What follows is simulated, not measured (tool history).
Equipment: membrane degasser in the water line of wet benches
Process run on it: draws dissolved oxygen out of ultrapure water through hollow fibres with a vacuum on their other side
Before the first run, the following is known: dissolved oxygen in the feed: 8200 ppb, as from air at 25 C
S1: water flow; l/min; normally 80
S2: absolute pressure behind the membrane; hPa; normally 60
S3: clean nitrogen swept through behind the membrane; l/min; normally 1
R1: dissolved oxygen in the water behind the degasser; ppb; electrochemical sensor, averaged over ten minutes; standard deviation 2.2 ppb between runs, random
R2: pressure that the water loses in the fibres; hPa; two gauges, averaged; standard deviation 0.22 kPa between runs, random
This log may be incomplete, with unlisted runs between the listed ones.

Run 1, day 0: usual settings. Result: R1 375 ppb, R2 545.7 hPa.
Run 2, day 2.112: usual settings. Result: R1 374.3 ppb, R2 546.7 hPa.
Run 3, day 3.896: usual settings but S1 124 l/min. Result: R1 517.2 ppb, R2 849.5 hPa.
Run 4, day 6.383: usual settings but S1 124 l/min. Result: R1 517 ppb, R2 849.6 hPa.
Run 5, day 7.712: usual settings but S1 124 l/min. Result: R1 513.9 ppb, R2 846.3 hPa.
Run 6, day 10.725: usual settings but S1 85 l/min. Result: R1 390.8 ppb, R2 583 hPa.
Run 7, day 13.262: usual settings but S1 85 l/min. Result: R1 392.4 ppb, R2 580.6 hPa.
Run 8, day 14.621: usual settings but S1 85 l/min. Result: R1 386.6 ppb, R2 578.1 hPa.
Run 9, day 16.721: usual settings but S1 85 l/min. Result: R1 393.5 ppb, R2 582.6 hPa.
Run 10, day 19.833: usual settings but S2 110.2 hPa. Result: R1 972.1 ppb, R2 543 hPa.
Run 11, day 22.5: usual settings. Result: R1 372.8 ppb, R2 546.4 hPa.
Run 12, day 24.988: usual settings but S2 62.2 hPa. Result: R1 399.5 ppb, R2 548.7 hPa.
Run 13, day 27.679: usual settings but S2 62.2 hPa. Result: R1 403 ppb, R2 545.6 hPa.
Run 14, day 30.5: usual settings but S2 109.3 hPa. Result: R1 959.8 ppb, R2 548.9 hPa.
Run 15, day 32.862: usual settings. Result: R1 372.6 ppb, R2 548.8 hPa.
Run 16, day 34.175: usual settings but S2 104 hPa, S3 2.46 l/min. Result: R1 475.2 ppb, R2 546.9 hPa.
Run 17, day 36.821: usual settings but S1 111 l/min, S2 97.3 hPa, S3 2.46 l/min. Result: R1 578.2 ppb, R2 757.1 hPa.
Run 18, day 39.592: usual settings but S1 111 l/min, S2 97.3 hPa, S3 2.46 l/min. Result: R1 578.6 ppb, R2 758.2 hPa.
Run 19, day 41.554: usual settings but S1 111 l/min, S2 97.3 hPa, S3 2.46 l/min. Result: R1 575.7 ppb, R2 758.3 hPa.
Run 20, day 44.562: usual settings but S1 127 l/min, S2 61.4 hPa, S3 2.04 l/min. Result: R1 368.3 ppb, R2 869.5 hPa.
Run 21, day 45.942: usual settings but S1 49 l/min, S2 48 hPa, S3 0.98 l/min. Result: R1 152.1 ppb, R2 332.8 hPa.
Run 22, day 48.208: usual settings but S1 49 l/min, S2 48 hPa, S3 0.98 l/min. Result: R1 151.8 ppb, R2 333.4 hPa.
Run 23, day 50.204: usual settings but S1 65 l/min, S2 86.1 hPa, S3 1.6 l/min. Result: R1 424.9 ppb, R2 444.7 hPa.
Run 24, day 52.5: usual settings but S1 75 l/min, S2 37.6 hPa, S3 0.43 l/min. Result: R1 124.2 ppb, R2 514.2 hPa.
Run 25, day 54.242: usual settings but S3 1.03 l/min. Result: R1 361.1 ppb, R2 547.4 hPa.
Run 26, day 56.375: usual settings but S3 1.03 l/min. Result: R1 367.8 ppb, R2 547.6 hPa.
Run 27, day 59.238: usual settings but S1 58 l/min. Result: R1 292.6 ppb, R2 397.5 hPa.
Run 28, day 62.042: usual settings but S1 58 l/min. Result: R1 291 ppb, R2 394.3 hPa.
Run 29, day 64.392: usual settings but S1 61 l/min, S2 124 hPa. Result: R1 931.1 ppb, R2 415.4 hPa.
Run 30, day 66.729: usual settings but S1 61 l/min, S2 59.6 hPa. Result: R1 298.6 ppb, R2 416.4 hPa.

What if the next run were any one of these 5? Each begins from the tool's condition after run 30:
Run A, day 68.621: usual settings but S1 86 l/min, S2 80.5 hPa, S3 0.57 l/min. Result: R1 ?, R2 ?.
Run B, day 68.621: usual settings but S1 77 l/min, S2 116.5 hPa, S3 1.43 l/min. Result: R1 ?, R2 ?.
Run C, day 68.621: usual settings but S1 61 l/min, S2 44.8 hPa. Result: R1 ?, R2 ?.
Run D, day 68.621: usual settings but S1 81 l/min. Result: R1 ?, R2 ?.
Run E, day 68.621: usual settings but S1 61 l/min, S2 59.3 hPa. Result: R1 ?, R2 ?.

run     R1     R2
  A  902.2  584.2
  B  791.9  528.2
  C  142.2  416.9
  D  377.3  555.8
  E  298.5  416.3
Take away the tool's hidden state, keep each run's random variation, and the runs would have read:
run     R1     R2
  A  902.1  584.1
  B  791.8  528.1
  C  142.1  416.9
  D  377.2  555.7
  E  298.4  416.2
